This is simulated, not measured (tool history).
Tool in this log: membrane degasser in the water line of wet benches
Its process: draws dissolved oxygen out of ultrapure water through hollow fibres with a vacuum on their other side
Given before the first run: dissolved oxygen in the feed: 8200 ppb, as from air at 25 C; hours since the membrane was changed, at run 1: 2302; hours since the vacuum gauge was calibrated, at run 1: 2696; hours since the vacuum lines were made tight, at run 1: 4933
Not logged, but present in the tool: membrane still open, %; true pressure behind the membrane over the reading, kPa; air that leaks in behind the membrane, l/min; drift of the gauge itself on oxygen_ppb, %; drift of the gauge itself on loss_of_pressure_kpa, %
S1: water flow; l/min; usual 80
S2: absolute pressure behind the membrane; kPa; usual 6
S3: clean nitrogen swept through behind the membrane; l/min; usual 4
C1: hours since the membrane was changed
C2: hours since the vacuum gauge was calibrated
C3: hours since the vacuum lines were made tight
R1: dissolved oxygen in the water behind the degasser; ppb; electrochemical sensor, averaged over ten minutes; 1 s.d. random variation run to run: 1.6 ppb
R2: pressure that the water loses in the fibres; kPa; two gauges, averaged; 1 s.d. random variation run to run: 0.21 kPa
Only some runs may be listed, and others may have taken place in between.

run	hour	S1	S2	S3	C1	C2	C3	R1	R2
1	0	80	6	4	2302	2696	4933	156.8	48.56
2	37	80	6	4	2339	2733	4970	157.5	48.44
3	72.9	80	6	4	2375	2769	5006	161.7	48.33
4	107.5	80	10.76	4	2410	2804	5040	361.1	48.46
5	140.1	80	10.76	4	2442	2836	5073	359.2	48.73
6	195.4	80	6	4	2498	2892	5128	158.5	48.28
7	250.8	80	6	3.58	2553	2947	5184	168.2	48.71
8	292	80	6	3.58	2594	2988	5225	168.3	48.53
9	323	80	6	3.58	2625	3019	5256	170	48.58
10	362.1	51	6	4	2665	3058	5295	89.5	30.68
11	419.7	124	6	4	2722	3116	5353	283.5	75.13
12	444.6	98	6	4	2747	3141	5378	208	59.39
13	497.1	98	6	4	2800	3193	5430	206.2	59.32
14	521.7	98	6	4	2824	3218	5455	209.3	59.34
15	576.5	98	14.04	3.22	2879	3273	5509	688.9	59.07
16	630.5	50	9.05	1.81	2933	3327	5563	341.4	30.32
17	685.7	126	4.98	7.87	2988	3382	5619	173.9	76.24
18	720.8	126	5.57	3.38	3023	3417	5654	278.2	75.74
19	764.7	80	5.11	11.78	3067	3461	5698	67.1	48.41
20	820.2	80	9.85	7.25	3123	3516	5753	208.2	48.56
21	858	59	7.86	7.36	3160	3554	5791	101.7	35.56
22	901.2	66	6.29	4	3204	3597	5834	133.3	39.76
23	927.4	66	6.29	4	3230	3624	5860	136.8	39.75
24	953.7	66	6.29	4	3256	3650	5887	133.9	40.06
25	980.9	53	5.62	3	3283	3677	5914	105	32.13

3 ways to go on from here, each from the tool as it stands after run 25. What would each give?
A	1030.1	101	4.63	9.65	3333	3726	5963	?	?
B	1030.1	92	10.7	1.66	3333	3726	5963	?	?
C	1030.1	101	4.47	2.51	3333	3726	5963	?	?

run	R1	R2
A	100.6	61.04
B	782.3	55.22
C	167.4	61.15
With the hidden condition removed and each run's random variation left untouched, the same runs would have given:
run	R1	R2
A	100.5	61.02
B	782	55.2
C	167.2	61.13
